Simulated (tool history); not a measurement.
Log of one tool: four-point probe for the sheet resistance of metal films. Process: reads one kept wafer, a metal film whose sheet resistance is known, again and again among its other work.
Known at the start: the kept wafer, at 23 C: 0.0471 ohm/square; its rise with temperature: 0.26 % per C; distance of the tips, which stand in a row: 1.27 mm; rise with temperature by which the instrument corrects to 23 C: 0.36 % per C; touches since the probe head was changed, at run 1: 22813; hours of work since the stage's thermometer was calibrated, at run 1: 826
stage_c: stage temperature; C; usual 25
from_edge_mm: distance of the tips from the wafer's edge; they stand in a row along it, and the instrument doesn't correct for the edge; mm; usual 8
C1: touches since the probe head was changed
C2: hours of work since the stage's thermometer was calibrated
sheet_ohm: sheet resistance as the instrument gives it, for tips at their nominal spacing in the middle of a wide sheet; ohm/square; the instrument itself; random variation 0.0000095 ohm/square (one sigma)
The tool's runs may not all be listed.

Run 1, hour 0.0: usual settings; C1 22813; C2 826. Result: sheet_ohm 0.047401 ohm/square.
Run 2, hour 83.1: usual settings; C1 25192; C2 881. Result: sheet_ohm 0.047393 ohm/square.
Run 3, hour 165.0: usual settings but from_edge_mm 6 mm; C1 27539; C2 935. Result: sheet_ohm 0.047860 ohm/square.
Run 4, hour 231.6: usual settings but from_edge_mm 6 mm; C1 29446; C2 979. Result: sheet_ohm 0.047844 ohm/square.
Run 5, hour 292.1: usual settings but from_edge_mm 6 mm; C1 31178; C2 1019. Result: sheet_ohm 0.047860 ohm/square.
Run 6, hour 329.4: usual settings but stage_c 18 C; C1 32247; C2 1043. Result: sheet_ohm 0.047679 ohm/square.
Run 7, hour 374.7: usual settings but stage_c 18 C; C1 33544; C2 1073. Result: sheet_ohm 0.047659 ohm/square.
Run 8, hour 436.0: usual settings but from_edge_mm 21 mm; C1 35298; C2 1114. Result: sheet_ohm 0.046830 ohm/square.
Run 9, hour 498.3: usual settings; C1 37081; C2 1155. Result: sheet_ohm 0.047345 ohm/square.
Run 10, hour 558.9: usual settings; C1 38819; C2 1195. Result: sheet_ohm 0.047348 ohm/square.
Run 11, hour 636.5: usual settings; C1 41041; C2 1246. Result: sheet_ohm 0.047345 ohm/square.
Run 12, hour 708.5: usual settings; C1 43102; C2 1294. Result: sheet_ohm 0.047319 ohm/square.
Run 13, hour 788.3: usual settings but from_edge_mm 29 mm; C1 45386; C2 1347. Result: sheet_ohm 0.046755 ohm/square.
Run 14, hour 831.1: usual settings; C1 46612; C2 1375. Result: sheet_ohm 0.047324 ohm/square.
Run 15, hour 900.2: usual settings; C1 48592; C2 1421. Result: sheet_ohm 0.047318 ohm/square.
Run 16, hour 966.6: usual settings; C1 50494; C2 1464. Result: sheet_ohm 0.047320 ohm/square.
Run 17, hour 1015.6: usual settings; C1 51897; C2 1497. Result: sheet_ohm 0.047283 ohm/square.
At hour 1050.1: stage's thermometer calibrated.
Run 18, hour 1068.3: usual settings; C1 53391; C2 12. Result: sheet_ohm 0.047257 ohm/square.
Run 19, hour 1118.2: usual settings; C1 54821; C2 45. Result: sheet_ohm 0.047246 ohm/square.
Run 20, hour 1160.1: usual settings but from_edge_mm 70 mm; C1 56020; C2 73. Result: sheet_ohm 0.046615 ohm/square.
Run 21, hour 1204.9: usual settings but stage_c 22 C, from_edge_mm 43 mm; C1 57303; C2 102. Result: sheet_ohm 0.046753 ohm/square.
Run 22, hour 1245.6: usual settings but stage_c 22 C, from_edge_mm 43 mm; C1 58468; C2 129. Result: sheet_ohm 0.046739 ohm/square.
Run 23, hour 1319.9: usual settings but stage_c 28 C, from_edge_mm 25 mm; C1 60595; C2 178. Result: sheet_ohm 0.046548 ohm/square.
Run 24, hour 1365.4: usual settings but stage_c 28 C, from_edge_mm 25 mm; C1 61898; C2 208. Result: sheet_ohm 0.046535 ohm/square.
Run 25, hour 1439.9: usual settings but stage_c 34 C, from_edge_mm 55 mm; C1 64033; C2 258. Result: sheet_ohm 0.046235 ohm/square.
Run 26, hour 1498.4: usual settings but from_edge_mm 5 mm; C1 65709; C2 296. Result: sheet_ohm 0.048142 ohm/square.
Run 27, hour 1577.1: usual settings but stage_c 32 C, from_edge_mm 66 mm; C1 67960; C2 348. Result: sheet_ohm 0.046285 ohm/square.
Run 28, hour 1642.9: usual settings but stage_c 22 C, from_edge_mm 7 mm; C1 69846; C2 392. Result: sheet_ohm 0.047514 ohm/square.
Run 29, hour 1698.1: usual settings but stage_c 22 C, from_edge_mm 7 mm; C1 71426; C2 428. Result: sheet_ohm 0.047487 ohm/square.
Run 30, hour 1732.8: usual settings but stage_c 22 C, from_edge_mm 7 mm; C1 72419; C2 451. Result: sheet_ohm 0.047497 ohm/square.
Run 31, hour 1801.4: usual settings but stage_c 22 C, from_edge_mm 7 mm; C1 74384; C2 497. Result: sheet_ohm 0.047483 ohm/square.
Run 32, hour 1869.9: usual settings but stage_c 28 C, from_edge_mm 6 mm; C1 76346; C2 542. Result: sheet_ohm 0.047497 ohm/square.
Run 33, hour 1942.8: usual settings but from_edge_mm 4 mm; C1 78434; C2 590. Result: sheet_ohm 0.048914 ohm/square.

Run 34 comes next. What will it give?
At hour 1973.0: new probe head fitted.
Run 34, hour 2014.8: usual settings but from_edge_mm 4 mm; C1 1196; C2 637. Result: sheet_ohm ?.

sheet_ohm: 0.049355 ohm/square
Without the tool's hidden state the same run would have given sheet_ohm 0.049429 ohm/square.
